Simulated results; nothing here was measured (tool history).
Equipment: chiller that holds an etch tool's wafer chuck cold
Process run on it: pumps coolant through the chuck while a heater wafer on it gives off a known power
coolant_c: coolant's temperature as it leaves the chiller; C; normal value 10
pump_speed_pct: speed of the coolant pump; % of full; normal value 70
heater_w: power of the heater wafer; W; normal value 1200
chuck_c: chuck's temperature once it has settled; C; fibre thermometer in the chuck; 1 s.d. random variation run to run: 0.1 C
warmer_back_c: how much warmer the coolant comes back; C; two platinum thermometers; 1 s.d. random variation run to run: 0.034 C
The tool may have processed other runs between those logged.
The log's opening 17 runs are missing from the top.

| run | day | coolant_c | pump_speed_pct | heater_w | hours since the coolant was changed and the channels were flushed | hours since the pump was overhauled | hours since the chiller's thermometer was calibrated | chuck_c | warmer_back_c |
|---|---|---|---|---|---|---|---|---|---|
| 18 | 34.567 | 10 | 67 | 982 | 6157 | 1722 | 1408 | 18.2 | 4.87 |
| 19 | 36.250 | 10 | 67 | 982 | 6198 | 1763 | 1449 | 18.4 | 4.82 |
| 20 | 39.104 | 5 | 67 | 909 | 6266 | 1831 | 1517 | 12.6 | 4.50 |
| 21 | 40.842 | 8 | 67 | 1142 | 6308 | 1873 | 1559 | 17.7 | 5.64 |
| 22 | 43.783 | 8 | 67 | 1142 | 6378 | 1943 | 1629 | 17.8 | 5.61 |
| 23 | 45.988 | 8 | 67 | 1733 | 6431 | 1996 | 1682 | 22.5 | 8.56 |
| 24 | 47.421 | 16 | 88 | 1116 | 6466 | 2031 | 1717 | 23.4 | 4.03 |
| 25 | 49.396 | 5 | 70 | 1042 | 6513 | 2078 | 1764 | 13.6 | 4.86 |
| 26 | 52.592 | 10 | 63 | 1200 | 6590 | 2155 | 1841 | 20.7 | 6.40 |
| 27 | 54.150 | 10 | 64 | 1014 | 6627 | 2192 | 1878 | 19.0 | 5.34 |
| 28 | 55.858 | 11 | 91 | 1407 | 6668 | 2233 | 1919 | 19.9 | 4.92 |
| 29 | 58.775 | 19 | 95 | 1362 | 6738 | 2303 | 1989 | 27.2 | 4.55 |
| 30 | 61.750 | 1 | 68 | 676 | 6809 | 2375 | 2061 | 6.8 | 3.30 |
| 31 | 64.462 | 1 | 68 | 676 | 6875 | 2440 | 2126 | 6.6 | 3.33 |
| 32 | 66.729 | 1 | 68 | 676 | 6929 | 2494 | 2180 | 6.5 | 3.26 |
| 33 | 69.950 | 10 | 70 | 628 | 7006 | 2571 | 2258 | 15.2 | 2.97 |

Consider 3 possible next runs. They are alternatives, not a sequence: every one starts from the tool as it was left by run 33. What does each give?
|  | 71.858 | coolant changed, channels flushed |
| A | 71.858 | 14 | 94 | 897 | 0 | 2611 | 2297 | ? | ? |
|  | 71.858 | coolant changed, channels flushed |
| B | 71.858 | 10 | 89 | 758 | 0 | 2611 | 2297 | ? | ? |
|  | 71.858 | coolant changed, channels flushed |
| C | 71.858 | 10 | 70 | 897 | 0 | 2611 | 2297 | ? | ? |

| run | chuck_c | warmer_back_c |
|---|---|---|
| A | 19.3 | 2.99 |
| B | 15.0 | 2.68 |
| C | 17.1 | 4.26 |
Without the tool's hidden state the same runs would have given:
| run | chuck_c | warmer_back_c |
|---|---|---|
| A | 19.3 | 2.99 |
| B | 15.0 | 2.68 |
| C | 17.1 | 4.25 |
